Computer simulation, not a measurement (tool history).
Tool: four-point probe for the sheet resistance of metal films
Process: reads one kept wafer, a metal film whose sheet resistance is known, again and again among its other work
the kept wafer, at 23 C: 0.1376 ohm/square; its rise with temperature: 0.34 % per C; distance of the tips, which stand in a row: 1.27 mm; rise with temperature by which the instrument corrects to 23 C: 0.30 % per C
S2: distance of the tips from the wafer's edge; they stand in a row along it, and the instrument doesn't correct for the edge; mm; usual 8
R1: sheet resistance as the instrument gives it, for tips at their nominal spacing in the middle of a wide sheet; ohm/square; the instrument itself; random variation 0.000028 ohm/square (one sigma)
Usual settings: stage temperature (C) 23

Run 1, hour 0.0: usual settings. Result: R1 0.138578 ohm/square.
Run 2, hour 85.2: usual settings. Result: R1 0.138528 ohm/square.
Run 3, hour 205.4: usual settings but stage temperature (C) 22. Result: R1 0.138437 ohm/square.
Run 4, hour 288.0: usual settings but stage temperature (C) 22. Result: R1 0.138407 ohm/square.
Run 5, hour 410.2: usual settings but stage temperature (C) 22. Result: R1 0.138360 ohm/square.
Run 6, hour 514.6: usual settings but stage temperature (C) 22. Result: R1 0.138388 ohm/square.
Run 7, hour 588.7: usual settings. Result: R1 0.138345 ohm/square.
Run 8, hour 683.2: usual settings. Result: R1 0.138374 ohm/square.
Run 9, hour 759.7: usual settings but stage temperature (C) 34. Result: R1 0.139043 ohm/square.
At hour 775.8: new probe head fitted.
Run 10, hour 819.7: usual settings. Result: R1 0.139505 ohm/square.
Run 11, hour 916.7: usual settings. Result: R1 0.139445 ohm/square.
Run 12, hour 1050.4: usual settings but S2 62 mm. Result: R1 0.137610 ohm/square.
Run 13, hour 1119.8: usual settings but S2 62 mm. Result: R1 0.137541 ohm/square.
At hour 1127.5: stage's thermometer calibrated.
Run 14, hour 1189.3: usual settings but S2 62 mm. Result: R1 0.137606 ohm/square.
Run 15, hour 1271.4: usual settings but S2 58 mm. Result: R1 0.137545 ohm/square.
Run 16, hour 1358.6: usual settings but S2 58 mm. Result: R1 0.137503 ohm/square.
Run 17, hour 1467.2: usual settings but stage temperature (C) 31, S2 10 mm. Result: R1 0.139146 ohm/square.
Run 18, hour 1529.3: usual settings but stage temperature (C) 31, S2 10 mm. Result: R1 0.139086 ohm/square.
At hour 1548.4: stage's thermometer calibrated, once more.
Run 19, hour 1592.4: usual settings but stage temperature (C) 29, S2 3 mm. Result: R1 0.149544 ohm/square.
Run 20, hour 1693.9: usual settings but stage temperature (C) 26, S2 4 mm. Result: R1 0.144350 ohm/square.
Run 21, hour 1796.8: usual settings but stage temperature (C) 25, S2 17 mm. Result: R1 0.137634 ohm/square.
Run 22, hour 1872.3: usual settings but stage temperature (C) 27, S2 69 mm. Result: R1 0.137318 ohm/square.
Run 23, hour 1948.6: usual settings but stage temperature (C) 27, S2 69 mm. Result: R1 0.137263 ohm/square.
Run 24, hour 2068.0: usual settings but stage temperature (C) 28, S2 18 mm. Result: R1 0.137643 ohm/square.
Run 25, hour 2163.5: usual settings but stage temperature (C) 28, S2 18 mm. Result: R1 0.137659 ohm/square.
Run 26, hour 2261.7: usual settings but stage temperature (C) 25, S2 17 mm. Result: R1 0.137437 ohm/square.
Run 27, hour 2375.7: usual settings but S2 12 mm. Result: R1 0.137699 ohm/square.
Run 28, hour 2474.6: usual settings but stage temperature (C) 28, S2 12 mm. Result: R1 0.137956 ohm/square.
Run 29, hour 2545.1: usual settings but stage temperature (C) 28, S2 12 mm. Result: R1 0.137975 ohm/square.
Run 30, hour 2638.6: usual settings but stage temperature (C) 34, S2 15 mm. Result: R1 0.137963 ohm/square.

The same runs without the tool's hidden state, with the same run-to-run variation:
The hidden state here: inner tips' distance over the nominal, %; tips' flats over new ones', %; wafer's true temperature over the reading, C; drift of the gauge itself on sheet_ohm, %.
run        R1
  1  0.139407
  2  0.139392
  3  0.139350
  4  0.139355
  5  0.139360
  6  0.139434
  7  0.139420
  8  0.139490
  9  0.140201
 10  0.139462
 11  0.139439
 12  0.137655
 13  0.137615
 14  0.137660
 15  0.137629
 16  0.137626
 17  0.139318
 18  0.139288
 19  0.150019
 20  0.144859
 21  0.138162
 22  0.137874
 23  0.137847
 24  0.138278
 25  0.138331
 26  0.138148
 27  0.138456
 28  0.138755
 29  0.138805
 30  0.138833
